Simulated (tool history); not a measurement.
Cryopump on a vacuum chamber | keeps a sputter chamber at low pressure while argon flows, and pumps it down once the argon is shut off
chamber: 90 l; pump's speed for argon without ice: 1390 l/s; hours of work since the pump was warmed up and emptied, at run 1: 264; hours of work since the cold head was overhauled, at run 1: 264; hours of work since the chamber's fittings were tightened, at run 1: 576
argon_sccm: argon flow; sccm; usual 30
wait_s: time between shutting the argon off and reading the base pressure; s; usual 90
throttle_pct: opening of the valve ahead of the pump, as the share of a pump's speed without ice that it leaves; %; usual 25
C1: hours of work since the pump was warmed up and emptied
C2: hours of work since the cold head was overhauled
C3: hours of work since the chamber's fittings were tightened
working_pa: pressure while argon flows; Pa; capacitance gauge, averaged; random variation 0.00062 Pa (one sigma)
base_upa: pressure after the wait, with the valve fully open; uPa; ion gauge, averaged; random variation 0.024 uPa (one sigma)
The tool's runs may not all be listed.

{"run": 1, "hour": 0.0, "argon_sccm": 30, "wait_s": 90, "throttle_pct": 25, "C1": 264, "C2": 264, "C3": 576, "working_pa": 0.1517, "base_upa": 1.45}
{"run": 2, "hour": 15.6, "argon_sccm": 30, "wait_s": 90, "throttle_pct": 32, "C1": 271, "C2": 271, "C3": 583, "working_pa": 0.12, "base_upa": 1.39}
{"run": 3, "hour": 38.5, "argon_sccm": 30, "wait_s": 90, "throttle_pct": 32, "C1": 281, "C2": 281, "C3": 593, "working_pa": 0.1204, "base_upa": 1.4}
{"run": 4, "hour": 56.9, "argon_sccm": 30, "wait_s": 90, "throttle_pct": 32, "C1": 289, "C2": 289, "C3": 601, "working_pa": 0.1215, "base_upa": 1.44}
{"run": 5, "hour": 77.6, "argon_sccm": 30, "wait_s": 90, "throttle_pct": 32, "C1": 299, "C2": 299, "C3": 610, "working_pa": 0.1206, "base_upa": 1.47}
{"run": 6, "hour": 96.5, "argon_sccm": 30, "wait_s": 90, "throttle_pct": 25, "C1": 307, "C2": 307, "C3": 619, "working_pa": 0.1522, "base_upa": 1.49}
{"run": 7, "hour": 110.0, "argon_sccm": 30, "wait_s": 131, "throttle_pct": 25, "C1": 313, "C2": 313, "C3": 625, "working_pa": 0.1543, "base_upa": 1.23}
{"run": 8, "hour": 127.5, "argon_sccm": 30, "wait_s": 131, "throttle_pct": 25, "C1": 321, "C2": 321, "C3": 632, "working_pa": 0.1534, "base_upa": 1.32}
{"run": 9, "hour": 142.8, "argon_sccm": 30, "wait_s": 131, "throttle_pct": 25, "C1": 328, "C2": 328, "C3": 639, "working_pa": 0.1533, "base_upa": 1.29}
{"run": 10, "hour": 165.0, "argon_sccm": 30, "wait_s": 90, "throttle_pct": 19, "C1": 337, "C2": 337, "C3": 649, "working_pa": 0.2004, "base_upa": 1.49}
{"hour": 179.7, "done": "pump warmed up, emptied and cooled again"}
{"run": 11, "hour": 190.0, "argon_sccm": 30, "wait_s": 90, "throttle_pct": 49, "C1": 5, "C2": 346, "C3": 658, "working_pa": 0.0749, "base_upa": 1.34}
{"run": 12, "hour": 202.0, "argon_sccm": 30, "wait_s": 90, "throttle_pct": 49, "C1": 10, "C2": 352, "C3": 663, "working_pa": 0.0759, "base_upa": 1.37}
{"run": 13, "hour": 214.7, "argon_sccm": 30, "wait_s": 90, "throttle_pct": 49, "C1": 16, "C2": 357, "C3": 669, "working_pa": 0.0762, "base_upa": 1.35}
{"run": 14, "hour": 234.7, "argon_sccm": 19, "wait_s": 90, "throttle_pct": 25, "C1": 24, "C2": 366, "C3": 678, "working_pa": 0.0929, "base_upa": 1.4}
{"run": 15, "hour": 244.4, "argon_sccm": 19, "wait_s": 90, "throttle_pct": 25, "C1": 29, "C2": 370, "C3": 682, "working_pa": 0.0926, "base_upa": 1.36}
{"run": 16, "hour": 259.0, "argon_sccm": 19, "wait_s": 21, "throttle_pct": 25, "C1": 35, "C2": 377, "C3": 688, "working_pa": 0.093, "base_upa": 3.49}
{"run": 17, "hour": 271.9, "argon_sccm": 19, "wait_s": 21, "throttle_pct": 25, "C1": 41, "C2": 383, "C3": 694, "working_pa": 0.0928, "base_upa": 3.53}
{"run": 18, "hour": 281.9, "argon_sccm": 45, "wait_s": 189, "throttle_pct": 25, "C1": 45, "C2": 387, "C3": 699, "working_pa": 0.2207, "base_upa": 1.07}
{"run": 19, "hour": 291.8, "argon_sccm": 45, "wait_s": 189, "throttle_pct": 25, "C1": 50, "C2": 391, "C3": 703, "working_pa": 0.2199, "base_upa": 1.06}
{"run": 20, "hour": 309.0, "argon_sccm": 30, "wait_s": 63, "throttle_pct": 37, "C1": 57, "C2": 399, "C3": 711, "working_pa": 0.1004, "base_upa": 1.74}
{"run": 21, "hour": 318.9, "argon_sccm": 12, "wait_s": 281, "throttle_pct": 16, "C1": 62, "C2": 403, "C3": 715, "working_pa": 0.0912, "base_upa": 0.96}
{"run": 22, "hour": 339.4, "argon_sccm": 30, "wait_s": 25, "throttle_pct": 25, "C1": 71, "C2": 413, "C3": 724, "working_pa": 0.1481, "base_upa": 3.1}
{"run": 23, "hour": 351.4, "argon_sccm": 21, "wait_s": 90, "throttle_pct": 48, "C1": 76, "C2": 418, "C3": 729, "working_pa": 0.0545, "base_upa": 1.47}
{"run": 24, "hour": 366.3, "argon_sccm": 32, "wait_s": 93, "throttle_pct": 48, "C1": 83, "C2": 424, "C3": 736, "working_pa": 0.0831, "base_upa": 1.44}
{"run": 25, "hour": 384.0, "argon_sccm": 32, "wait_s": 68, "throttle_pct": 27, "C1": 91, "C2": 432, "C3": 744, "working_pa": 0.1459, "base_upa": 1.69}
{"run": 26, "hour": 402.9, "argon_sccm": 47, "wait_s": 27, "throttle_pct": 17, "C1": 99, "C2": 441, "C3": 752, "working_pa": 0.3421, "base_upa": 2.98}
{"run": 27, "hour": 421.5, "argon_sccm": 47, "wait_s": 27, "throttle_pct": 17, "C1": 107, "C2": 449, "C3": 761, "working_pa": 0.3393, "base_upa": 2.92}
{"run": 28, "hour": 442.8, "argon_sccm": 22, "wait_s": 90, "throttle_pct": 25, "C1": 117, "C2": 458, "C3": 770, "working_pa": 0.1083, "base_upa": 1.48}
{"run": 29, "hour": 465.0, "argon_sccm": 22, "wait_s": 90, "throttle_pct": 25, "C1": 127, "C2": 468, "C3": 780, "working_pa": 0.1096, "base_upa": 1.53}
{"run": 30, "hour": 485.3, "argon_sccm": 22, "wait_s": 90, "throttle_pct": 25, "C1": 136, "C2": 477, "C3": 789, "working_pa": 0.1095, "base_upa": 1.52}
{"run": 31, "hour": 496.9, "argon_sccm": 17, "wait_s": 112, "throttle_pct": 44, "C1": 141, "C2": 482, "C3": 794, "working_pa": 0.0495, "base_upa": 1.38}
{"run": 32, "hour": 520.3, "argon_sccm": 25, "wait_s": 46, "throttle_pct": 26, "C1": 151, "C2": 493, "C3": 804, "working_pa": 0.12, "base_upa": 2.1}
{"run": 33, "hour": 539.0, "argon_sccm": 31, "wait_s": 280, "throttle_pct": 20, "C1": 159, "C2": 501, "C3": 813, "working_pa": 0.1925, "base_upa": 1.17}
{"run": 34, "hour": 553.4, "argon_sccm": 31, "wait_s": 280, "throttle_pct": 20, "C1": 166, "C2": 507, "C3": 819, "working_pa": 0.1928, "base_upa": 1.12}

Hidden state or all else? Some run-to-run changes of working_pa, split into what the settings, what came in and random variation would give without the hidden state, and what is left for the hidden state (with any gauge scatter that isn't in both results):
The hidden state here: pump's speed, % of a pump's without ice; cold plate's temperature, K; leak into the chamber, uPa l/s; drift of the gauge itself on working_pa, %; drift of the gauge itself on base_upa, %.
Run 10 -> 11: throttle_pct 19 -> 49, pump warmed up, emptied and cooled again. working_pa -0.1255 Pa: hidden state -0.0078, all else -0.1177.
Run 17 -> 18: argon_sccm 19 -> 45, wait_s 21 -> 189. working_pa +0.1279 Pa: hidden state +0.0011, all else +0.1268.
Run 25 -> 26: argon_sccm 32 -> 47, wait_s 68 -> 27, throttle_pct 27 -> 17. working_pa +0.1962 Pa: hidden state +0.0013, all else +0.1949.
Run 27 -> 28: argon_sccm 47 -> 22, wait_s 27 -> 90, throttle_pct 17 -> 25. working_pa -0.231 Pa: hidden state -0.0018, all else -0.2292.
